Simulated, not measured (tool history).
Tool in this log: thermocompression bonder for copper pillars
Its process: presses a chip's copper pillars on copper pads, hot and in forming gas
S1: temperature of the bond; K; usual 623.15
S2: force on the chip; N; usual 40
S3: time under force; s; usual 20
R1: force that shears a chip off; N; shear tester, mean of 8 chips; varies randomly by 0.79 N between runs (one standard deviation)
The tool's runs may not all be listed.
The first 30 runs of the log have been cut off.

run 31 hour=875.9 | S1=608.15 S2=25 S3=13 | R1=34.1
run 32 hour=907.3 | S1=623.15 S2=40 S3=27 | R1=70.6
run 33 hour=931.6 | S1=623.15 S2=40 S3=27 | R1=67.8
run 34 hour=952.1 | S1=595.15 S2=40 S3=20 | R1=46.2
run 35 hour=979.3 | S1=628.15 S2=43 S3=20 | R1=67.9
run 36 hour=996 | S1=614.15 S2=35 S3=22 | R1=54
-- hour=1001.3 forming gas filter changed
run 37 hour=1015.2 | S1=614.15 S2=35 S3=22 | R1=56.7
run 38 hour=1056 | S1=614.15 S2=35 S3=22 | R1=57.1
run 39 hour=1087.2 | S1=614.15 S2=35 S3=22 | R1=55.9

Here are 3 independent what-if runs from the current tool condition. What would each one return?
run A hour=1127.7 | S1=614.15 S2=28 S3=22 | R1=?
run B hour=1127.7 | S1=614.15 S2=33 S3=11 | R1=?
run C hour=1127.7 | S1=646.15 S2=40 S3=20 | R1=?

run=A R1=50
run=B R1=42.3
run=C R1=79.2
The same runs, with their run-to-run variation unchanged, on a tool lacking any hidden condition would have given:
run=A R1=47
run=B R1=39.6
run=C R1=76.6

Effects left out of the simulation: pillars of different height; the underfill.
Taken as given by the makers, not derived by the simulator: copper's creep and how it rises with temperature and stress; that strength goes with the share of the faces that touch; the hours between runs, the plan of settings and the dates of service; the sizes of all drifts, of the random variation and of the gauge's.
